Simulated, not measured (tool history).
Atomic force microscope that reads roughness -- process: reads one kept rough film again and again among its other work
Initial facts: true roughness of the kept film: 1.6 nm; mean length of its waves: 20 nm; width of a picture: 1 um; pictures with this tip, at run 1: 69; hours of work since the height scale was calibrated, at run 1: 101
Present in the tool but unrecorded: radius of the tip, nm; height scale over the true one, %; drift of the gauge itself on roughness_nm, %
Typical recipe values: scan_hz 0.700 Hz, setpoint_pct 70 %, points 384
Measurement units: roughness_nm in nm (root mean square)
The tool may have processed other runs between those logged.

run,day,scan_hz,setpoint_pct,points,pictures with this tip,hours of work since the height scale was calibrated,roughness_nm
1,0.000,0.700,70,384,69,101,1.343
2,0.621,1.083,70,384,88,110,1.308
3,1.088,1.083,70,384,103,117,1.305
4,1.450,0.700,70,442,114,123,1.327
5,1.808,0.700,70,770,125,128,1.339
6,2.221,0.700,70,770,138,134,1.331
7,2.975,0.700,70,770,162,145,1.316
8,3.379,1.129,78,770,174,151,1.228
9,4.000,1.129,78,770,194,160,1.229
# day 4.100: height scale calibrated on a step standard
10,4.696,0.700,59,289,214,9,1.298
11,5.175,0.700,59,289,229,16,1.294
# day 5.629: new tip fitted
# day 5.721: height scale calibrated on a step standard, once more
12,5.771,3.484,71,600,3,1,1.186
13,6.292,3.484,71,600,19,8,1.183

Hidden condition of the tool, last listed run before each entry between runs versus first listed run after:
Between runs 9 and 10: height scale calibrated on a step standard (day 4.100)
  radius of the tip, nm: 10.4 -> 11; height scale over the true one, %: 0.01 -> 0
  measured value less the no-hidden-state value, roughness_nm: -0.098 -> -0.113 nm (root mean square)
Between runs 11 and 12: new tip fitted (day 5.629); height scale calibrated on a step standard, once more (day 5.721)
  radius of the tip, nm: 11.3 -> 5.2; height scale over the true one, %: 0 -> 0.05
  measured value less the no-hidden-state value, roughness_nm: -0.119 -> -0.003 nm (root mean square)
